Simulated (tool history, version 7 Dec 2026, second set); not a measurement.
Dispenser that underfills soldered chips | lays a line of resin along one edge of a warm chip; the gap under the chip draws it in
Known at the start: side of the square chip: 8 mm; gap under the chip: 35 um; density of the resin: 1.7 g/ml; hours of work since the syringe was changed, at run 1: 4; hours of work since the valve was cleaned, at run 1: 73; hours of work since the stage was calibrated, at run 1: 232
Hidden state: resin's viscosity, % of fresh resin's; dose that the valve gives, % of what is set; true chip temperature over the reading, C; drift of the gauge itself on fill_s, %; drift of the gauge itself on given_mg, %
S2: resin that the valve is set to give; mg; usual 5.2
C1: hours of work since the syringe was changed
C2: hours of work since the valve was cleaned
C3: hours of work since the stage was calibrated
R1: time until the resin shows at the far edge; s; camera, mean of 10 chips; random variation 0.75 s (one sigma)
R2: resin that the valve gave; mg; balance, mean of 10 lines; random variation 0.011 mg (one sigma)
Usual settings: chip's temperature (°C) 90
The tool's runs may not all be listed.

run 1 hour=0 | chip's_temperature_(°C)=90 S2=5.2 | C1=4 C2=73 C3=232 | R1=90.7 R2=4.97
run 2 hour=8.8 | chip's_temperature_(°C)=90 S2=5.2 | C1=9 C2=79 C3=238 | R1=144.7 R2=4.97
-- hour=9.8 new syringe of resin
-- hour=13.3 dispensing valve cleaned and set on the balance
run 3 hour=16.5 | chip's_temperature_(°C)=90 S2=5.2 | C1=4 C2=2 C3=242 | R1=90.3 R2=5.18
-- hour=27.3 new syringe of resin
run 4 hour=29.6 | chip's_temperature_(°C)=90 S2=5.2 | C1=1 C2=10 C3=250 | R1=76.4 R2=5.16
-- hour=43.3 new syringe of resin
run 5 hour=45.6 | chip's_temperature_(°C)=90 S2=5.2 | C1=1 C2=20 C3=260 | R1=73.4 R2=5.13
-- hour=59.3 new syringe of resin
run 6 hour=60.8 | chip's_temperature_(°C)=90 S2=5.2 | C1=1 C2=30 C3=269 | R1=72.5 R2=5.1
run 7 hour=73.3 | chip's_temperature_(°C)=90 S2=6.34 | C1=9 C2=38 C3=277 | R1=130.1 R2=6.21
-- hour=74.7 new syringe of resin
run 8 hour=85.3 | chip's_temperature_(°C)=90 S2=6.34 | C1=7 C2=45 C3=285 | R1=109.2 R2=6.19
-- hour=90.4 new syringe of resin
run 9 hour=96.9 | chip's_temperature_(°C)=90 S2=6.34 | C1=4 C2=52 C3=292 | R1=90.4 R2=6.13
-- hour=106.3 new syringe of resin
run 10 hour=110.3 | chip's_temperature_(°C)=90 S2=6.34 | C1=3 C2=61 C3=300 | R1=81.4 R2=6.13
-- hour=122.2 new syringe of resin
run 11 hour=123.1 | chip's_temperature_(°C)=90 S2=6.34 | C1=1 C2=69 C3=308 | R1=68.1 R2=6.11
run 12 hour=135.8 | chip's_temperature_(°C)=90 S2=6.34 | C1=9 C2=77 C3=316 | R1=129.2 R2=6.09
-- hour=138.6 new syringe of resin
-- hour=142.6 dispensing valve cleaned and set on the balance
run 13 hour=151.9 | chip's_temperature_(°C)=90 S2=6.34 | C1=8 C2=6 C3=326 | R1=124.3 R2=6.3
-- hour=155.3 new syringe of resin
run 14 hour=164.8 | chip's_temperature_(°C)=90 S2=6.34 | C1=6 C2=14 C3=334 | R1=103.9 R2=6.29
-- hour=171.3 new syringe of resin
run 15 hour=176.6 | chip's_temperature_(°C)=90 S2=5.2 | C1=3 C2=21 C3=341 | R1=85 R2=5.11
-- hour=186.9 new syringe of resin
run 16 hour=190.7 | chip's_temperature_(°C)=90 S2=5.2 | C1=2 C2=30 C3=350 | R1=80.1 R2=5.13
-- hour=202.9 new syringe of resin
run 17 hour=203 | chip's_temperature_(°C)=90 S2=5.79 | C1=0 C2=38 C3=358 | R1=64.4 R2=5.68
run 18 hour=212.5 | chip's_temperature_(°C)=90 S2=5.79 | C1=6 C2=44 C3=364 | R1=104.6 R2=5.64
-- hour=218.7 new syringe of resin
run 19 hour=224.5 | chip's_temperature_(°C)=94 S2=5.2 | C1=4 C2=51 C3=371 | R1=72.5 R2=5.05
-- hour=234.6 new syringe of resin
run 20 hour=237.8 | chip's_temperature_(°C)=80 S2=5.95 | C1=2 C2=60 C3=380 | R1=121.1 R2=5.75
-- hour=250.2 new syringe of resin
run 21 hour=252.8 | chip's_temperature_(°C)=88 S2=5.08 | C1=2 C2=69 C3=389 | R1=83.6 R2=4.89
-- hour=265.8 new syringe of resin
run 22 hour=266.5 | chip's_temperature_(°C)=88 S2=5.17 | C1=0 C2=78 C3=397 | R1=76.4 R2=4.93
-- hour=272.2 dispensing valve cleaned and set on the balance
run 23 hour=279.9 | chip's_temperature_(°C)=88 S2=5.17 | C1=8 C2=5 C3=405 | R1=145 R2=5.18
-- hour=282.2 new syringe of resin
run 24 hour=293.4 | chip's_temperature_(°C)=98 S2=5.04 | C1=7 C2=13 C3=414 | R1=82.2 R2=4.98
-- hour=298.3 new syringe of resin
run 25 hour=301 | chip's_temperature_(°C)=98 S2=5.04 | C1=2 C2=18 C3=418 | R1=52.3 R2=4.97
run 26 hour=310.6 | chip's_temperature_(°C)=97 S2=5.18 | C1=8 C2=24 C3=425 | R1=87.9 R2=5.1
-- hour=314.1 new syringe of resin
run 27 hour=317.3 | chip's_temperature_(°C)=77 S2=6.06 | C1=2 C2=28 C3=429 | R1=140.9 R2=5.95
run 28 hour=326.3 | chip's_temperature_(°C)=77 S2=6.06 | C1=8 C2=34 C3=434 | R1=221.7 R2=5.96
-- hour=330.1 new syringe of resin
run 29 hour=342.2 | chip's_temperature_(°C)=89 S2=4.8 | C1=8 C2=44 C3=444 | R1=132.2 R2=4.68
-- hour=346.3 new syringe of resin
run 30 hour=354.5 | chip's_temperature_(°C)=89 S2=5.89 | C1=5 C2=52 C3=452 | R1=104.3 R2=5.73
-- hour=362.4 new syringe of resin
run 31 hour=368 | chip's_temperature_(°C)=77 S2=5.95 | C1=4 C2=60 C3=460 | R1=162.2 R2=5.75
-- hour=378.2 new syringe of resin
run 32 hour=378.2 | chip's_temperature_(°C)=95 S2=5.15 | C1=0 C2=66 C3=467 | R1=51 R2=4.96
run 33 hour=392.1 | chip's_temperature_(°C)=95 S2=5.15 | C1=9 C2=75 C3=476 | R1=104.7 R2=4.94
-- hour=393.7 new syringe of resin
run 34 hour=399.4 | chip's_temperature_(°C)=76 S2=5.92 | C1=4 C2=80 C3=480 | R1=169.5 R2=5.66

3 ways to go on from here, each from the tool as it stands after run 34. What would each give?
-- hour=401.7 dispensing valve cleaned and set on the balance
-- hour=408.9 stage's temperature calibrated
-- hour=411.3 new syringe of resin
run A hour=412.8 | chip's_temperature_(°C)=81 S2=6.06 | C1=1 C2=6 C3=2 | R1=? R2=?
-- hour=401.7 dispensing valve cleaned and set on the balance
-- hour=408.9 stage's temperature calibrated
-- hour=411.3 new syringe of resin
run B hour=412.8 | chip's_temperature_(°C)=103 S2=5.92 | C1=1 C2=6 C3=2 | R1=? R2=?
-- hour=401.7 dispensing valve cleaned and set on the balance
-- hour=408.9 stage's temperature calibrated
-- hour=411.3 new syringe of resin
run C hour=412.8 | chip's_temperature_(°C)=80 S2=4.77 | C1=1 C2=6 C3=2 | R1=? R2=?

run=A R1=109.3 R2=6.06
run=B R1=38.4 R2=5.92
run=C R1=120.5 R2=4.74
Without the tool's hidden state the same runs would have given:
run=A R1=105.2 R2=6.08
run=B R1=36.8 R2=5.94
run=C R1=115.9 R2=4.76
